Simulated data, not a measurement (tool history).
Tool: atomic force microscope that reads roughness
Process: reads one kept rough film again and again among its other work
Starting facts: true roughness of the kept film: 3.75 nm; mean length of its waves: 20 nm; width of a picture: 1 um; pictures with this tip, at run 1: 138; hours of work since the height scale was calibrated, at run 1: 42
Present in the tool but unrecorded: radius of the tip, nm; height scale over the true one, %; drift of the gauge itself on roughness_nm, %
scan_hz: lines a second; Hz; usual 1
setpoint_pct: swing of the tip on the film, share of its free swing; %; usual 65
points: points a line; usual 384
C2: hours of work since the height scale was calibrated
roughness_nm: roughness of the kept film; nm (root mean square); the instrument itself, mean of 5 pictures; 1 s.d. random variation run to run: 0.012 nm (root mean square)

Run 1, day 0: usual settings; pictures with this tip 138; C2 42. Result: roughness_nm 2.119 nm (root mean square).
Run 2, day 0.829: usual settings; pictures with this tip 166; C2 50. Result: roughness_nm 2.022 nm (root mean square).
Run 3, day 1.483: usual settings but points 258; pictures with this tip 189; C2 57. Result: roughness_nm 1.91 nm (root mean square).
Run 4, day 2.167: usual settings but scan_hz 1.68 Hz; pictures with this tip 212; C2 64. Result: roughness_nm 1.856 nm (root mean square).
At day 3: new tip fitted.
Run 5, day 3.329: usual settings but scan_hz 1.68 Hz; pictures with this tip 12; C2 76. Result: roughness_nm 2.715 nm (root mean square).
Run 6, day 4: usual settings but scan_hz 1.68 Hz; pictures with this tip 34; C2 83. Result: roughness_nm 2.558 nm (root mean square).
Run 7, day 5.192: usual settings but scan_hz 1.68 Hz; pictures with this tip 75; C2 95. Result: roughness_nm 2.322 nm (root mean square).
Run 8, day 6.458: usual settings but scan_hz 1.68 Hz; pictures with this tip 118; C2 108. Result: roughness_nm 2.142 nm (root mean square).
Run 9, day 7.162: usual settings but scan_hz 2.64 Hz; pictures with this tip 142; C2 115. Result: roughness_nm 2.031 nm (root mean square).
Run 10, day 7.879: usual settings but scan_hz 2.64 Hz; pictures with this tip 166; C2 123. Result: roughness_nm 1.926 nm (root mean square).
Run 11, day 8.862: usual settings but points 403; pictures with this tip 200; C2 133. Result: roughness_nm 1.88 nm (root mean square).
Run 12, day 9.633: usual settings but points 403; pictures with this tip 226; C2 141. Result: roughness_nm 1.814 nm (root mean square).
At day 10: new tip fitted.
Run 13, day 10.821: usual settings; pictures with this tip 28; C2 153. Result: roughness_nm 2.655 nm (root mean square).
Run 14, day 11.492: usual settings but setpoint_pct 58 %; pictures with this tip 50; C2 160. Result: roughness_nm 2.543 nm (root mean square).
Run 15, day 12.788: usual settings but setpoint_pct 58 %; pictures with this tip 94; C2 173. Result: roughness_nm 2.328 nm (root mean square).
Run 16, day 13.496: usual settings but setpoint_pct 58 %; pictures with this tip 118; C2 181. Result: roughness_nm 2.219 nm (root mean square).
Run 17, day 14.262: usual settings but setpoint_pct 58 %; pictures with this tip 144; C2 189. Result: roughness_nm 2.122 nm (root mean square).
Run 18, day 15.025: usual settings but setpoint_pct 58 %; pictures with this tip 170; C2 196. Result: roughness_nm 2.024 nm (root mean square).
Run 19, day 15.779: usual settings but setpoint_pct 58 %; pictures with this tip 196; C2 204. Result: roughness_nm 1.922 nm (root mean square).
Run 20, day 16.379: usual settings but setpoint_pct 58 %; pictures with this tip 216; C2 210. Result: roughness_nm 1.894 nm (root mean square).
At day 17.083: new tip fitted.
Run 21, day 17.575: usual settings but setpoint_pct 58 %; pictures with this tip 16; C2 222. Result: roughness_nm 2.712 nm (root mean square).
Run 22, day 18.479: usual settings but setpoint_pct 58 %, points 637; pictures with this tip 47; C2 232. Result: roughness_nm 2.563 nm (root mean square).
Run 23, day 19.104: usual settings; pictures with this tip 68; C2 238. Result: roughness_nm 2.42 nm (root mean square).
Run 24, day 20.3: usual settings; pictures with this tip 109; C2 251. Result: roughness_nm 2.215 nm (root mean square).
At day 20.458: height scale calibrated on a step standard.
Run 25, day 20.975: usual settings; pictures with this tip 130; C2 5. Result: roughness_nm 2.133 nm (root mean square).
Run 26, day 21.608: usual settings but scan_hz 2.29 Hz, setpoint_pct 66 %, points 368; pictures with this tip 152; C2 12. Result: roughness_nm 1.987 nm (root mean square).
Run 27, day 22.146: usual settings but scan_hz 0.78 Hz, setpoint_pct 61 %; pictures with this tip 170; C2 17. Result: roughness_nm 1.992 nm (root mean square).
Run 28, day 22.696: usual settings but scan_hz 0.78 Hz, setpoint_pct 61 %; pictures with this tip 189; C2 23. Result: roughness_nm 1.931 nm (root mean square).
Run 29, day 23.462: usual settings but scan_hz 1.13 Hz, setpoint_pct 77 %; pictures with this tip 215; C2 31. Result: roughness_nm 1.814 nm (root mean square).
At day 24.183: new tip fitted.
Run 30, day 24.408: usual settings but scan_hz 1.22 Hz, setpoint_pct 69 %, points 1001; pictures with this tip 7; C2 41. Result: roughness_nm 2.824 nm (root mean square).
Run 31, day 25.417: usual settings but scan_hz 0.67 Hz, setpoint_pct 72 %, points 276; pictures with this tip 42; C2 51. Result: roughness_nm 2.522 nm (root mean square).
Run 32, day 26.329: usual settings but scan_hz 2.45 Hz, setpoint_pct 56 %; pictures with this tip 73; C2 60. Result: roughness_nm 2.395 nm (root mean square).
Run 33, day 27.242: usual settings but scan_hz 2.45 Hz, setpoint_pct 56 %; pictures with this tip 104; C2 70. Result: roughness_nm 2.26 nm (root mean square).
At day 27.354: height scale calibrated on a step standard, once more.
Run 34, day 27.938: usual settings but scan_hz 2.45 Hz, setpoint_pct 80 %, points 694; pictures with this tip 126; C2 6. Result: roughness_nm 2.036 nm (root mean square).
Run 35, day 28.792: usual settings but scan_hz 1.44 Hz, setpoint_pct 78 %, points 273; pictures with this tip 155; C2 15. Result: roughness_nm 1.958 nm (root mean square).
Run 36, day 29.958: usual settings but scan_hz 1.34 Hz, setpoint_pct 72 %, points 713; pictures with this tip 195; C2 27. Result: roughness_nm 1.921 nm (root mean square).
Run 37, day 31.179: usual settings but scan_hz 2.06 Hz, setpoint_pct 68 %, points 785; pictures with this tip 236; C2 39. Result: roughness_nm 1.783 nm (root mean square).
At day 31.308: new tip fitted.
Run 38, day 31.929: usual settings but scan_hz 1.17 Hz, setpoint_pct 58 %, points 358; pictures with this tip 21; C2 47. Result: roughness_nm 2.74 nm (root mean square).
Run 39, day 32.554: usual settings but scan_hz 0.52 Hz, setpoint_pct 84 %, points 476; pictures with this tip 42; C2 53. Result: roughness_nm 2.577 nm (root mean square).
Run 40, day 33.325: usual settings but scan_hz 0.52 Hz, setpoint_pct 84 %, points 476; pictures with this tip 68; C2 61. Result: roughness_nm 2.414 nm (root mean square).
Run 41, day 34.012: usual settings but scan_hz 0.52 Hz, setpoint_pct 84 %, points 476; pictures with this tip 92; C2 68. Result: roughness_nm 2.313 nm (root mean square).
Run 42, day 35.208: usual settings but scan_hz 0.52 Hz, setpoint_pct 84 %, points 476; pictures with this tip 132; C2 81. Result: roughness_nm 2.165 nm (root mean square).
Run 43, day 36.358: usual settings but scan_hz 0.52 Hz, setpoint_pct 84 %, points 476; pictures with this tip 171; C2 93. Result: roughness_nm 2.028 nm (root mean square).
Run 44, day 37.329: usual settings but setpoint_pct 62 %; pictures with this tip 204; C2 103. Result: roughness_nm 1.927 nm (root mean square).
Run 45, day 37.879: usual settings but setpoint_pct 67 %; pictures with this tip 223; C2 108. Result: roughness_nm 1.854 nm (root mean square).
At day 38.417: new tip fitted.
Run 46, day 39.05: usual settings but setpoint_pct 67 %; pictures with this tip 22; C2 120. Result: roughness_nm 2.689 nm (root mean square).

What will run 47 give?
Run 47, day 40.162: usual settings but scan_hz 0.64 Hz, setpoint_pct 84 %; pictures with this tip 60; C2 132. Result: roughness_nm ?.

roughness_nm: 2.426 nm (root mean square)
With the hidden condition absent and the run-to-run variation left alone, this run would have shown roughness_nm 2.829 nm (root mean square).

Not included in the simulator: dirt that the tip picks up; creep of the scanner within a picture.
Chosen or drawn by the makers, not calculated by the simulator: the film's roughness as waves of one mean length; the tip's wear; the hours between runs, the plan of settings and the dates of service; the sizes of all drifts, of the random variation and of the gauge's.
